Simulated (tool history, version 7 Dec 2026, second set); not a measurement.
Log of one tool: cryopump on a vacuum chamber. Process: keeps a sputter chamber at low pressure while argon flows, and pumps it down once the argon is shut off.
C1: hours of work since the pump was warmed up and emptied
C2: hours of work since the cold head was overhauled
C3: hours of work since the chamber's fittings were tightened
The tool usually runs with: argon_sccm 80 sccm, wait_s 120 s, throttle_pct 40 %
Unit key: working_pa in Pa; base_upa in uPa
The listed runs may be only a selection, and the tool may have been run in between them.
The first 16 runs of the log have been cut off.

run 17 day=7.992 | argon_sccm=80 wait_s=120 throttle_pct=40 | C1=480 C2=480 C3=528 | working_pa=0.1740 base_upa=0.82
run 18 day=8.638 | argon_sccm=80 wait_s=120 throttle_pct=40 | C1=491 C2=491 C3=539 | working_pa=0.1738 base_upa=0.82
run 19 day=9.183 | argon_sccm=80 wait_s=120 throttle_pct=40 | C1=500 C2=500 C3=548 | working_pa=0.1740 base_upa=0.81
run 20 day=9.629 | argon_sccm=55 wait_s=50 throttle_pct=15 | C1=508 C2=508 C3=556 | working_pa=0.3125 base_upa=1.48
run 21 day=10.000 | argon_sccm=55 wait_s=50 throttle_pct=15 | C1=515 C2=515 C3=563 | working_pa=0.3123 base_upa=1.46
run 22 day=10.362 | argon_sccm=55 wait_s=50 throttle_pct=15 | C1=521 C2=521 C3=569 | working_pa=0.3124 base_upa=1.42
run 23 day=10.942 | argon_sccm=82 wait_s=120 throttle_pct=26 | C1=531 C2=531 C3=579 | working_pa=0.2712 base_upa=0.86
run 24 day=11.338 | argon_sccm=82 wait_s=120 throttle_pct=26 | C1=538 C2=538 C3=586 | working_pa=0.2694 base_upa=0.84
run 25 day=11.742 | argon_sccm=46 wait_s=120 throttle_pct=40 | C1=545 C2=545 C3=593 | working_pa=0.1006 base_upa=0.89
run 26 day=12.183 | argon_sccm=46 wait_s=113 throttle_pct=42 | C1=553 C2=553 C3=601 | working_pa=0.0967 base_upa=0.84
run 27 day=12.596 | argon_sccm=51 wait_s=214 throttle_pct=53 | C1=560 C2=560 C3=608 | working_pa=0.0856 base_upa=0.67
run 28 day=12.875 | argon_sccm=141 wait_s=120 throttle_pct=30 | C1=565 C2=565 C3=613 | working_pa=0.4065 base_upa=0.87
run 29 day=13.333 | argon_sccm=54 wait_s=120 throttle_pct=39 | C1=573 C2=573 C3=621 | working_pa=0.1209 base_upa=0.86
run 30 day=13.642 | argon_sccm=79 wait_s=55 throttle_pct=45 | C1=578 C2=578 C3=626 | working_pa=0.1534 base_upa=1.39
run 31 day=14.225 | argon_sccm=132 wait_s=134 throttle_pct=27 | C1=588 C2=588 C3=636 | working_pa=0.4206 base_upa=0.84
run 32 day=14.554 | argon_sccm=80 wait_s=120 throttle_pct=16 | C1=594 C2=594 C3=642 | working_pa=0.4261 base_upa=0.86
run 33 day=15.179 | argon_sccm=80 wait_s=66 throttle_pct=34 | C1=605 C2=605 C3=653 | working_pa=0.2049 base_upa=1.22
run 34 day=15.462 | argon_sccm=80 wait_s=66 throttle_pct=34 | C1=610 C2=610 C3=658 | working_pa=0.2044 base_upa=1.29

3 options for the next run, each taken on its own from the tool as it stands now. Forecast them:
run A day=15.900 | argon_sccm=80 wait_s=112 throttle_pct=40 | C1=617 C2=617 C3=665 | working_pa=? base_upa=?
run B day=15.900 | argon_sccm=119 wait_s=66 throttle_pct=34 | C1=617 C2=617 C3=665 | working_pa=? base_upa=?
run C day=15.900 | argon_sccm=80 wait_s=29 throttle_pct=34 | C1=617 C2=617 C3=665 | working_pa=? base_upa=?

run=A working_pa=0.1766 base_upa=0.90
run=B working_pa=0.3011 base_upa=1.29
run=C working_pa=0.2054 base_upa=2.25
Stripped of hidden state, with their random variation kept, the same runs would have yielded:
run=A working_pa=0.1679 base_upa=0.58
run=B working_pa=0.2883 base_upa=0.96
run=C working_pa=0.1967 base_upa=1.92
